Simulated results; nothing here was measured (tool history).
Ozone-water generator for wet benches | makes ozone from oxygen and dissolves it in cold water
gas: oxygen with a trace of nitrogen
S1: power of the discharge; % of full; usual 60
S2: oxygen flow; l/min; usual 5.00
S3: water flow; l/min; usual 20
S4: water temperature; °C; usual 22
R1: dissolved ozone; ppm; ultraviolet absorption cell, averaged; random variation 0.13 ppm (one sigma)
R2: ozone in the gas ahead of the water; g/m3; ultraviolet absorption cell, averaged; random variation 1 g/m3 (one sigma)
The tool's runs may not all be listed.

{"run": 1, "hour": 0.0, "S1": 60, "S2": 5.0, "S3": 20, "S4": 22, "R1": 13.4, "R2": 180.5}
{"run": 2, "hour": 68.0, "S1": 60, "S2": 5.0, "S3": 20, "S4": 22, "R1": 13.5, "R2": 179.7}
{"run": 3, "hour": 155.3, "S1": 60, "S2": 5.0, "S3": 20, "S4": 22, "R1": 13.4, "R2": 182.1}
{"run": 4, "hour": 208.7, "S1": 60, "S2": 5.0, "S3": 20, "S4": 22, "R1": 13.6, "R2": 179.7}
{"run": 5, "hour": 254.8, "S1": 60, "S2": 5.0, "S3": 20, "S4": 22, "R1": 13.7, "R2": 181.2}
{"run": 6, "hour": 310.0, "S1": 67, "S2": 5.0, "S3": 20, "S4": 22, "R1": 14.8, "R2": 201.1}
{"run": 7, "hour": 390.8, "S1": 60, "S2": 5.0, "S3": 12, "S4": 22, "R1": 20.7, "R2": 182.5}
{"hour": 437.6, "done": "water thermometer calibrated"}
{"run": 8, "hour": 453.6, "S1": 60, "S2": 5.0, "S3": 12, "S4": 22, "R1": 20.7, "R2": 180.7}
{"run": 9, "hour": 531.8, "S1": 60, "S2": 7.66, "S3": 20, "S4": 22, "R1": 14.4, "R2": 157.8}
{"run": 10, "hour": 595.2, "S1": 60, "S2": 7.66, "S3": 20, "S4": 22, "R1": 14.3, "R2": 159.6}
{"run": 11, "hour": 645.8, "S1": 60, "S2": 5.0, "S3": 20, "S4": 22, "R1": 13.4, "R2": 182.9}
{"run": 12, "hour": 731.1, "S1": 60, "S2": 5.0, "S3": 20, "S4": 22, "R1": 13.5, "R2": 179.9}
{"run": 13, "hour": 778.6, "S1": 60, "S2": 5.0, "S3": 20, "S4": 28, "R1": 12.1, "R2": 183.4}
{"run": 14, "hour": 822.4, "S1": 60, "S2": 5.0, "S3": 20, "S4": 24, "R1": 13.2, "R2": 182.2}
{"run": 15, "hour": 909.7, "S1": 60, "S2": 5.0, "S3": 20, "S4": 22, "R1": 13.3, "R2": 181.1}
{"run": 16, "hour": 945.7, "S1": 60, "S2": 5.0, "S3": 24, "S4": 22, "R1": 11.1, "R2": 182.3}
{"run": 17, "hour": 998.3, "S1": 60, "S2": 5.0, "S3": 17, "S4": 16, "R1": 17.3, "R2": 180.6}
{"run": 18, "hour": 1075.1, "S1": 60, "S2": 5.0, "S3": 17, "S4": 16, "R1": 17.1, "R2": 184.0}
{"run": 19, "hour": 1145.2, "S1": 60, "S2": 5.0, "S3": 23, "S4": 14, "R1": 13.0, "R2": 182.3}
{"run": 20, "hour": 1196.3, "S1": 60, "S2": 5.0, "S3": 23, "S4": 14, "R1": 13.0, "R2": 180.4}
{"hour": 1227.4, "done": "contactor cleaned"}
{"run": 21, "hour": 1242.2, "S1": 45, "S2": 7.7, "S3": 14, "S4": 21, "R1": 14.8, "R2": 121.7}
{"run": 22, "hour": 1305.1, "S1": 45, "S2": 7.7, "S3": 14, "S4": 21, "R1": 14.6, "R2": 121.3}
{"run": 23, "hour": 1374.9, "S1": 65, "S2": 2.62, "S3": 15, "S4": 18, "R1": 17.2, "R2": 239.5}
{"run": 24, "hour": 1418.2, "S1": 66, "S2": 5.38, "S3": 28, "S4": 22, "R1": 10.8, "R2": 192.5}
{"run": 25, "hour": 1489.8, "S1": 66, "S2": 5.38, "S3": 28, "S4": 22, "R1": 10.7, "R2": 194.7}
{"run": 26, "hour": 1534.1, "S1": 60, "S2": 5.0, "S3": 20, "S4": 26, "R1": 12.5, "R2": 181.9}
{"run": 27, "hour": 1584.0, "S1": 50, "S2": 5.44, "S3": 19, "S4": 25, "R1": 11.6, "R2": 149.2}
{"run": 28, "hour": 1670.8, "S1": 50, "S2": 2.83, "S3": 22, "S4": 25, "R1": 8.5, "R2": 183.7}
{"run": 29, "hour": 1740.5, "S1": 70, "S2": 2.83, "S3": 22, "S4": 25, "R1": 11.8, "R2": 250.6}
{"run": 30, "hour": 1783.1, "S1": 60, "S2": 6.09, "S3": 20, "S4": 22, "R1": 13.8, "R2": 172.5}
{"run": 31, "hour": 1836.6, "S1": 60, "S2": 6.09, "S3": 20, "S4": 22, "R1": 14.2, "R2": 171.0}
{"run": 32, "hour": 1898.9, "S1": 60, "S2": 6.84, "S3": 20, "S4": 22, "R1": 14.2, "R2": 165.2}

4 ways to go on from here, each from the tool as it stands after run 32. What would each give?
{"run": "A", "hour": 1981.7, "S1": 60, "S2": 8.68, "S3": 20, "S4": 22, "R1": "?", "R2": "?"}
{"run": "B", "hour": 1981.7, "S1": 60, "S2": 6.84, "S3": 20, "S4": 18, "R1": "?", "R2": "?"}
{"run": "C", "hour": 1981.7, "S1": 60, "S2": 3.79, "S3": 28, "S4": 15, "R1": "?", "R2": "?"}
{"run": "D", "hour": 1981.7, "S1": 60, "S2": 6.84, "S3": 12, "S4": 16, "R1": "?", "R2": "?"}

run=A R1=14.6 R2=152.8
run=B R1=15.2 R2=164.6
run=C R1=9.4 R2=196.2
run=D R1=23.6 R2=163.6
Without the tool's hidden state the same runs would have given:
run=A R1=14.7 R2=153.0
run=B R1=15.2 R2=164.8
run=C R1=9.4 R2=196.4
run=D R1=23.7 R2=163.8

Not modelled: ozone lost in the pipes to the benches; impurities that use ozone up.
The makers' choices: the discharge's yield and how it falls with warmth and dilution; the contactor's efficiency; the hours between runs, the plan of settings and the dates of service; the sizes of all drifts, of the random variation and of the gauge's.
